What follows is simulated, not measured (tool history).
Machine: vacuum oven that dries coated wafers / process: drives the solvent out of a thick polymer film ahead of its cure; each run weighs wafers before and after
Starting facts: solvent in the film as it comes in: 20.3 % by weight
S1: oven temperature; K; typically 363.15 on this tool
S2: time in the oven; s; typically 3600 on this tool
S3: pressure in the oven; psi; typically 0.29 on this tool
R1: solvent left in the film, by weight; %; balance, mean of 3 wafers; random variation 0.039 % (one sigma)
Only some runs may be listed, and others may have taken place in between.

{"run": 1, "day": 0.0, "S1": 363.15, "S2": 3600, "S3": 0.29, "R1": 3.53}
{"run": 2, "day": 0.8, "S1": 363.15, "S2": 3600, "S3": 0.29, "R1": 3.71}
{"run": 3, "day": 1.912, "S1": 360.15, "S2": 3600, "S3": 0.29, "R1": 4.66}
{"run": 4, "day": 2.558, "S1": 360.15, "S2": 3600, "S3": 0.29, "R1": 4.66}
{"run": 5, "day": 3.225, "S1": 360.15, "S2": 3600, "S3": 0.29, "R1": 4.67}
{"run": 6, "day": 4.546, "S1": 360.15, "S2": 3600, "S3": 0.29, "R1": 4.7}
{"run": 7, "day": 5.246, "S1": 360.15, "S2": 3600, "S3": 0.29, "R1": 4.62}
{"run": 8, "day": 6.608, "S1": 360.15, "S2": 3600, "S3": 0.29, "R1": 4.62}
{"run": 9, "day": 7.871, "S1": 360.15, "S2": 3600, "S3": 0.29, "R1": 4.58}
{"run": 10, "day": 8.712, "S1": 363.15, "S2": 3600, "S3": 0.207, "R1": 3.57}
{"run": 11, "day": 9.742, "S1": 363.15, "S2": 3600, "S3": 0.29, "R1": 3.78}
{"run": 12, "day": 10.979, "S1": 363.15, "S2": 3600, "S3": 1.121, "R1": 5.53}
{"run": 13, "day": 12.225, "S1": 363.15, "S2": 3600, "S3": 0.181, "R1": 3.5}
{"run": 14, "day": 13.546, "S1": 363.15, "S2": 3600, "S3": 0.181, "R1": 3.52}
{"run": 15, "day": 14.338, "S1": 363.15, "S2": 3600, "S3": 0.181, "R1": 3.58}
{"run": 16, "day": 15.712, "S1": 363.15, "S2": 3600, "S3": 0.181, "R1": 3.59}
{"run": 17, "day": 16.383, "S1": 363.15, "S2": 3600, "S3": 0.29, "R1": 3.8}
{"run": 18, "day": 17.762, "S1": 363.15, "S2": 3600, "S3": 0.29, "R1": 3.84}
{"run": 19, "day": 18.55, "S1": 363.15, "S2": 4080, "S3": 0.29, "R1": 3.23}
{"run": 20, "day": 19.742, "S1": 363.15, "S2": 4080, "S3": 0.29, "R1": 3.21}
{"run": 21, "day": 21.046, "S1": 363.15, "S2": 4080, "S3": 0.29, "R1": 3.26}
{"run": 22, "day": 22.371, "S1": 363.15, "S2": 4080, "S3": 0.228, "R1": 3.17}
{"run": 23, "day": 23.679, "S1": 363.15, "S2": 4080, "S3": 0.228, "R1": 3.13}
{"run": 24, "day": 24.333, "S1": 363.15, "S2": 3600, "S3": 0.29, "R1": 3.89}
{"day": 24.517, "done": "oven's thermocouples calibrated"}
{"run": 25, "day": 25.408, "S1": 355.15, "S2": 4140, "S3": 0.857, "R1": 8.15}
{"day": 26.658, "done": "oven's thermocouples calibrated, once more"}
{"run": 26, "day": 26.875, "S1": 359.15, "S2": 1920, "S3": 0.29, "R1": 7.74}
{"run": 27, "day": 27.646, "S1": 359.15, "S2": 1920, "S3": 0.29, "R1": 7.72}
{"run": 28, "day": 29.038, "S1": 359.15, "S2": 1920, "S3": 0.29, "R1": 7.85}
{"run": 29, "day": 30.417, "S1": 359.15, "S2": 1920, "S3": 0.309, "R1": 7.83}
{"run": 30, "day": 31.733, "S1": 359.15, "S2": 4440, "S3": 0.455, "R1": 3.62}
{"run": 31, "day": 33.133, "S1": 366.15, "S2": 3600, "S3": 0.152, "R1": 2.06}
{"run": 32, "day": 33.854, "S1": 362.15, "S2": 4260, "S3": 0.29, "R1": 2.61}
{"run": 33, "day": 35.296, "S1": 372.15, "S2": 4140, "S3": 0.184, "R1": 0.84}
{"run": 34, "day": 36.238, "S1": 376.15, "S2": 2400, "S3": 0.786, "R1": 2.28}
{"run": 35, "day": 37.467, "S1": 376.15, "S2": 2400, "S3": 0.786, "R1": 2.33}
{"run": 36, "day": 38.258, "S1": 376.15, "S2": 3480, "S3": 0.205, "R1": 0.78}
{"run": 37, "day": 39.008, "S1": 376.15, "S2": 3480, "S3": 0.205, "R1": 0.71}
{"run": 38, "day": 39.962, "S1": 363.15, "S2": 2640, "S3": 0.377, "R1": 4.85}
{"run": 39, "day": 41.338, "S1": 367.15, "S2": 4860, "S3": 0.207, "R1": 1.17}
{"run": 40, "day": 42.508, "S1": 363.15, "S2": 2280, "S3": 0.29, "R1": 5.57}
{"run": 41, "day": 43.675, "S1": 363.15, "S2": 2280, "S3": 0.29, "R1": 5.56}
{"run": 42, "day": 45.029, "S1": 360.15, "S2": 3060, "S3": 0.29, "R1": 4.98}
{"run": 43, "day": 45.925, "S1": 363.15, "S2": 4860, "S3": 0.29, "R1": 2.09}
{"run": 44, "day": 46.717, "S1": 358.15, "S2": 2040, "S3": 0.374, "R1": 8.04}
{"run": 45, "day": 47.317, "S1": 358.15, "S2": 2040, "S3": 0.374, "R1": 8.2}
{"run": 46, "day": 48.554, "S1": 359.15, "S2": 3600, "S3": 0.29, "R1": 4.47}
{"run": 47, "day": 49.946, "S1": 359.15, "S2": 3600, "S3": 0.29, "R1": 4.6}

Here are 3 independent what-if runs from the current tool condition. What would each one return?
{"run": "A", "day": 50.817, "S1": 365.15, "S2": 3420, "S3": 0.281, "R1": "?"}
{"run": "B", "day": 50.817, "S1": 370.15, "S2": 6060, "S3": 0.29, "R1": "?"}
{"run": "C", "day": 50.817, "S1": 373.15, "S2": 1920, "S3": 0.29, "R1": "?"}

run=A R1=2.87
run=B R1=0.82
run=C R1=3.38
The same runs, with their run-to-run variation unchanged, on a tool lacking any hidden condition would have given:
run=A R1=2.61
run=B R1=0.64
run=C R1=3.15
